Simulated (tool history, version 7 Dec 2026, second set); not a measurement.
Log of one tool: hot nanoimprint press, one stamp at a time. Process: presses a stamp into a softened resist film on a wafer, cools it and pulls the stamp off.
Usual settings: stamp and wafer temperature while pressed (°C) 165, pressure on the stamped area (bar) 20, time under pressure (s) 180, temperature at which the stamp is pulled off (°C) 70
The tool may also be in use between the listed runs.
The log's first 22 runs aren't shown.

| run | hour | stamp and wafer temperature while pressed (°C) | pressure on the stamped area (bar) | time under pressure (s) | temperature at which the stamp is pulled off (°C) | hours of work since the thermocouple was calibrated | imprints on the stamp's release coat | hours of work since the press's seals were changed | resist left under the stamp's widest pad (Å) | greatest force while the stamp is pulled off (N) |
|---|---|---|---|---|---|---|---|---|---|---|
|  | 368.7 | plate thermocouple calibrated |
| 23 | 372.7 | 174 | 14.6 | 169 | 59 | 3 | 1155 | 197 | 1196 | 191 |
| 24 | 389.6 | 165 | 16.6 | 180 | 76 | 13 | 1196 | 208 | 1738 | 129 |
| 25 | 399.9 | 162 | 18.5 | 180 | 74 | 20 | 1222 | 215 | 1929 | 140 |
| 26 | 421.5 | 165 | 25.1 | 180 | 60 | 33 | 1275 | 228 | 1459 | 190 |
| 27 | 441.8 | 175 | 31.1 | 283 | 75 | 46 | 1325 | 241 | 619 | 139 |
| 28 | 461.7 | 165 | 12.8 | 189 | 70 | 59 | 1374 | 254 | 1894 | 153 |
| 29 | 480.2 | 165 | 12.8 | 189 | 59 | 71 | 1420 | 266 | 1890 | 190 |
| 30 | 502.5 | 161 | 26.9 | 297 | 67 | 85 | 1475 | 280 | 1445 | 167 |

4 ways to go on from here, each from the tool as it stands after run 30. What would each give?
| A | 515.9 | 169 | 26.9 | 297 | 68 | 93 | 1508 | 288 | ? | ? |
| B | 515.9 | 161 | 18.9 | 158 | 67 | 93 | 1508 | 288 | ? | ? |
| C | 515.9 | 166 | 20 | 317 | 70 | 93 | 1508 | 288 | ? | ? |
| D | 515.9 | 165 | 23.2 | 140 | 66 | 93 | 1508 | 288 | ? | ? |

| run | resist left under the stamp's widest pad (Å) | greatest force while the stamp is pulled off (N) |
|---|---|---|
| A | 913 | 161 |
| B | 2085 | 157 |
| C | 1212 | 155 |
| D | 1663 | 162 |
Without the tool's hidden state the same runs would have given:
| run | resist left under the stamp's widest pad (Å) | greatest force while the stamp is pulled off (N) |
|---|---|---|
| A | 912 | 160 |
| B | 2085 | 156 |
| C | 1212 | 154 |
| D | 1663 | 161 |
